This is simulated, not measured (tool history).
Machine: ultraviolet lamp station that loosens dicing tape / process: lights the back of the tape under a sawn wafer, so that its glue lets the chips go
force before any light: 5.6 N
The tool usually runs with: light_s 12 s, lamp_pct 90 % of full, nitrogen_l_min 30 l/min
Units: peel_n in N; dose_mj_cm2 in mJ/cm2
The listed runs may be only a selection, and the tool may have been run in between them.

{"run": 1, "hour": 0.0, "light_s": 12, "lamp_pct": 90, "nitrogen_l_min": 30, "peel_n": 0.284, "dose_mj_cm2": 246}
{"run": 2, "hour": 49.2, "light_s": 22, "lamp_pct": 90, "nitrogen_l_min": 30, "peel_n": 0.165, "dose_mj_cm2": 451}
{"run": 3, "hour": 77.7, "light_s": 22, "lamp_pct": 90, "nitrogen_l_min": 30, "peel_n": 0.157, "dose_mj_cm2": 450}
{"run": 4, "hour": 143.7, "light_s": 22, "lamp_pct": 90, "nitrogen_l_min": 30, "peel_n": 0.16, "dose_mj_cm2": 449}
{"run": 5, "hour": 196.8, "light_s": 12, "lamp_pct": 90, "nitrogen_l_min": 30, "peel_n": 0.277, "dose_mj_cm2": 248}
{"run": 6, "hour": 231.9, "light_s": 12, "lamp_pct": 90, "nitrogen_l_min": 36, "peel_n": 0.268, "dose_mj_cm2": 250}
{"run": 7, "hour": 289.4, "light_s": 12, "lamp_pct": 90, "nitrogen_l_min": 16, "peel_n": 0.401, "dose_mj_cm2": 247}
{"run": 8, "hour": 349.9, "light_s": 12, "lamp_pct": 90, "nitrogen_l_min": 30, "peel_n": 0.287, "dose_mj_cm2": 242}
{"run": 9, "hour": 403.2, "light_s": 12, "lamp_pct": 82, "nitrogen_l_min": 30, "peel_n": 0.34, "dose_mj_cm2": 220}
{"run": 10, "hour": 470.1, "light_s": 12, "lamp_pct": 82, "nitrogen_l_min": 30, "peel_n": 0.342, "dose_mj_cm2": 222}
{"hour": 511.2, "done": "lamp changed"}
{"run": 11, "hour": 536.2, "light_s": 12, "lamp_pct": 82, "nitrogen_l_min": 30, "peel_n": 0.323, "dose_mj_cm2": 229}
{"run": 12, "hour": 588.1, "light_s": 12, "lamp_pct": 82, "nitrogen_l_min": 30, "peel_n": 0.339, "dose_mj_cm2": 225}
{"run": 13, "hour": 655.3, "light_s": 7, "lamp_pct": 71, "nitrogen_l_min": 48, "peel_n": 0.924, "dose_mj_cm2": 111}
{"hour": 698.5, "done": "window cleaned of glue's vapour"}
{"run": 14, "hour": 708.3, "light_s": 11, "lamp_pct": 71, "nitrogen_l_min": 48, "peel_n": 0.434, "dose_mj_cm2": 181}
{"run": 15, "hour": 762.1, "light_s": 11, "lamp_pct": 71, "nitrogen_l_min": 48, "peel_n": 0.419, "dose_mj_cm2": 177}
{"run": 16, "hour": 823.5, "light_s": 12, "lamp_pct": 98, "nitrogen_l_min": 12, "peel_n": 0.386, "dose_mj_cm2": 267}
{"run": 17, "hour": 859.5, "light_s": 12, "lamp_pct": 90, "nitrogen_l_min": 15, "peel_n": 0.415, "dose_mj_cm2": 246}
{"run": 18, "hour": 895.3, "light_s": 14, "lamp_pct": 70, "nitrogen_l_min": 15, "peel_n": 0.487, "dose_mj_cm2": 224}
{"run": 19, "hour": 960.4, "light_s": 14, "lamp_pct": 70, "nitrogen_l_min": 15, "peel_n": 0.476, "dose_mj_cm2": 221}
{"run": 20, "hour": 1000.4, "light_s": 9, "lamp_pct": 89, "nitrogen_l_min": 17, "peel_n": 0.646, "dose_mj_cm2": 182}
{"run": 21, "hour": 1070.9, "light_s": 14, "lamp_pct": 89, "nitrogen_l_min": 21, "peel_n": 0.252, "dose_mj_cm2": 283}
{"run": 22, "hour": 1131.4, "light_s": 14, "lamp_pct": 85, "nitrogen_l_min": 21, "peel_n": 0.279, "dose_mj_cm2": 271}
{"run": 23, "hour": 1188.5, "light_s": 14, "lamp_pct": 85, "nitrogen_l_min": 21, "peel_n": 0.282, "dose_mj_cm2": 270}
{"run": 24, "hour": 1217.5, "light_s": 12, "lamp_pct": 90, "nitrogen_l_min": 21, "peel_n": 0.339, "dose_mj_cm2": 250}

Predict each of these 4 candidate next runs independently; none follows another, all start after run 24:
{"run": "A", "hour": 1254.0, "light_s": 17, "lamp_pct": 75, "nitrogen_l_min": 30, "peel_n": "?", "dose_mj_cm2": "?"}
{"run": "B", "hour": 1254.0, "light_s": 16, "lamp_pct": 90, "nitrogen_l_min": 16, "peel_n": "?", "dose_mj_cm2": "?"}
{"run": "C", "hour": 1254.0, "light_s": 12, "lamp_pct": 74, "nitrogen_l_min": 30, "peel_n": "?", "dose_mj_cm2": "?"}
{"run": "D", "hour": 1254.0, "light_s": 9, "lamp_pct": 87, "nitrogen_l_min": 18, "peel_n": "?", "dose_mj_cm2": "?"}

run=A peel_n=0.231 dose_mj_cm2=288
run=B peel_n=0.235 dose_mj_cm2=326
run=C peel_n=0.383 dose_mj_cm2=203
run=D peel_n=0.698 dose_mj_cm2=178
Without the tool's unlogged condition, the same runs would have read:
run=A peel_n=0.231 dose_mj_cm2=288
run=B peel_n=0.235 dose_mj_cm2=327
run=C peel_n=0.383 dose_mj_cm2=203
run=D peel_n=0.697 dose_mj_cm2=178
